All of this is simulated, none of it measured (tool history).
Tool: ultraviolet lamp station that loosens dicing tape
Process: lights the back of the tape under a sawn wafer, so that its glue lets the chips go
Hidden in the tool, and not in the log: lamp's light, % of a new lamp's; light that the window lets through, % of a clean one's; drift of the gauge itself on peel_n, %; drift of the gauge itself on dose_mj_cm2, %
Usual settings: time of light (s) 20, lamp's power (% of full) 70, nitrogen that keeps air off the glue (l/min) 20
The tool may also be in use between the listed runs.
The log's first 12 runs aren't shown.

| run | hour | time of light (s) | lamp's power (% of full) | nitrogen that keeps air off the glue (l/min) | hours of work of the lamp | hours of work since the window was cleaned | force that peels the tape off (N) | light that reached the tape (mJ/cm²) |
|---|---|---|---|---|---|---|---|---|
| 13 | 181.6 | 20 | 70 | 20 | 356 | 57 | 0.607 | 201 |
| 14 | 196.3 | 20 | 70 | 20 | 362 | 64 | 0.622 | 204 |
| 15 | 213.4 | 20 | 70 | 20 | 369 | 71 | 0.600 | 205 |
| 16 | 234.8 | 16 | 70 | 20 | 378 | 80 | 0.984 | 158 |
| 17 | 245.1 | 16 | 70 | 20 | 383 | 85 | 1.015 | 165 |
| 18 | 259.1 | 16 | 70 | 20 | 389 | 91 | 1.007 | 161 |
| 19 | 278.6 | 16 | 70 | 20 | 397 | 99 | 1.075 | 162 |
| 20 | 296.8 | 16 | 70 | 20 | 405 | 107 | 1.038 | 162 |
| 21 | 310.0 | 20 | 70 | 20 | 411 | 112 | 0.644 | 203 |
| 22 | 325.5 | 20 | 70 | 20 | 417 | 119 | 0.608 | 205 |
| 23 | 341.4 | 23 | 67 | 20 | 424 | 126 | 0.496 | 225 |
| 24 | 352.5 | 23 | 67 | 20 | 429 | 131 | 0.510 | 222 |
| 25 | 363.4 | 23 | 67 | 20 | 434 | 135 | 0.492 | 224 |

Run 26 comes next. What will it give?
| 26 | 383.5 | 23 | 67 | 20 | 442 | 144 | ? | ? |

force that peels the tape off (N): 0.505
light that reached the tape (mJ/cm²): 223
Without the tool's hidden state the same run would have given force that peels the tape off (N) 0.503, light that reached the tape (mJ/cm²) 224.
